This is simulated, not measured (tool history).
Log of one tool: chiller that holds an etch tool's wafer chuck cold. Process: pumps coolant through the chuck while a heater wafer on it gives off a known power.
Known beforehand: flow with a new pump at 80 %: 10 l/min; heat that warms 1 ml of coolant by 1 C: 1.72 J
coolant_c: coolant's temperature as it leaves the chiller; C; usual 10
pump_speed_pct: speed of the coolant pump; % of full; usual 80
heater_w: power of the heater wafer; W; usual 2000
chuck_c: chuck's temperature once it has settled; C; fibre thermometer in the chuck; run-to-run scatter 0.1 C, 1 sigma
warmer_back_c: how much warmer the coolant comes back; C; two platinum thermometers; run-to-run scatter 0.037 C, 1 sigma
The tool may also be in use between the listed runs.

Run 1, hour 0: usual settings. Result: chuck_c 26 C, warmer_back_c 7.21 C.
Run 2, hour 74.5: usual settings. Result: chuck_c 26.2 C, warmer_back_c 7.19 C.
Run 3, hour 182.3: usual settings. Result: chuck_c 26.2 C, warmer_back_c 7.28 C.
Run 4, hour 342.3: usual settings. Result: chuck_c 26.3 C, warmer_back_c 7.21 C.
Run 5, hour 501.4: usual settings. Result: chuck_c 26.2 C, warmer_back_c 7.24 C.
Run 6, hour 579.2: usual settings. Result: chuck_c 26.3 C, warmer_back_c 7.24 C.
Run 7, hour 663.5: usual settings but heater_w 1364 W. Result: chuck_c 20.9 C, warmer_back_c 4.97 C.
Run 8, hour 789: usual settings but heater_w 1364 W. Result: chuck_c 21 C, warmer_back_c 4.99 C.
Run 9, hour 865.9: usual settings but heater_w 1364 W. Result: chuck_c 21.2 C, warmer_back_c 4.96 C.
Run 10, hour 994: usual settings but heater_w 1364 W. Result: chuck_c 21.2 C, warmer_back_c 5.03 C.
Run 11, hour 1125.8: usual settings but heater_w 1364 W. Result: chuck_c 21.2 C, warmer_back_c 5 C.
Run 12, hour 1240.1: usual settings but heater_w 1364 W. Result: chuck_c 21.2 C, warmer_back_c 5.03 C.
Run 13, hour 1394.7: usual settings but coolant_c 7 C, pump_speed_pct 76 % of full, heater_w 2267 W. Result: chuck_c 26.3 C, warmer_back_c 8.8 C.
Run 14, hour 1537.9: usual settings but coolant_c 7 C, pump_speed_pct 76 % of full, heater_w 2267 W. Result: chuck_c 26.5 C, warmer_back_c 8.89 C.
Run 15, hour 1658.7: usual settings but coolant_c 9 C, pump_speed_pct 100 % of full, heater_w 1844 W. Result: chuck_c 22.1 C, warmer_back_c 5.45 C.
Run 16, hour 1739.6: usual settings but coolant_c 9 C, pump_speed_pct 100 % of full, heater_w 1844 W. Result: chuck_c 22 C, warmer_back_c 5.38 C.
Run 17, hour 1894.7: usual settings but coolant_c 9 C, pump_speed_pct 100 % of full, heater_w 1844 W. Result: chuck_c 21.9 C, warmer_back_c 5.45 C.
Run 18, hour 2002.5: usual settings but coolant_c 9 C, pump_speed_pct 100 % of full, heater_w 1844 W. Result: chuck_c 22.2 C, warmer_back_c 5.47 C.
Run 19, hour 2139.4: usual settings but coolant_c 9 C, pump_speed_pct 100 % of full, heater_w 2838 W. Result: chuck_c 29.3 C, warmer_back_c 8.4 C.
Run 20, hour 2283.2: usual settings but coolant_c 17 C, pump_speed_pct 63 % of full, heater_w 1673 W. Result: chuck_c 33.5 C, warmer_back_c 7.86 C.
Run 21, hour 2445.3: usual settings but coolant_c 6 C, pump_speed_pct 90 % of full, heater_w 2149 W. Result: chuck_c 23.2 C, warmer_back_c 7.11 C.
Run 22, hour 2542.9: usual settings but coolant_c 6 C, pump_speed_pct 90 % of full, heater_w 2149 W. Result: chuck_c 23.4 C, warmer_back_c 7.14 C.
Run 23, hour 2633.9: usual settings but coolant_c 15 C, pump_speed_pct 61 % of full, heater_w 1050 W. Result: chuck_c 26.3 C, warmer_back_c 5.18 C.
Run 24, hour 2758.1: usual settings but coolant_c 15 C, pump_speed_pct 61 % of full, heater_w 1050 W. Result: chuck_c 26 C, warmer_back_c 5.24 C.

Between the runs listed above, the log contained 1 entry, not reproduced here. Where in the sequence does each belong, and how does what the log doesn't record of the tool's condition differ from the listed run before to the listed run after?
Run 20 -> run 21: chiller's thermometer calibrated (hour 2344.4)
  heat passed by the chuck's channels, % of clean ones': 87.6 -> 87.3; flow at a given pump speed, % of a new pump's: 93.8 -> 93.6; coolant's true temperature over the reading, C: -0.63 -> -0.01
  measured result minus the result with no hidden state, chuck_c: +1.5 -> +2.3 C; warmer_back_c: +0.49 -> +0.46 C

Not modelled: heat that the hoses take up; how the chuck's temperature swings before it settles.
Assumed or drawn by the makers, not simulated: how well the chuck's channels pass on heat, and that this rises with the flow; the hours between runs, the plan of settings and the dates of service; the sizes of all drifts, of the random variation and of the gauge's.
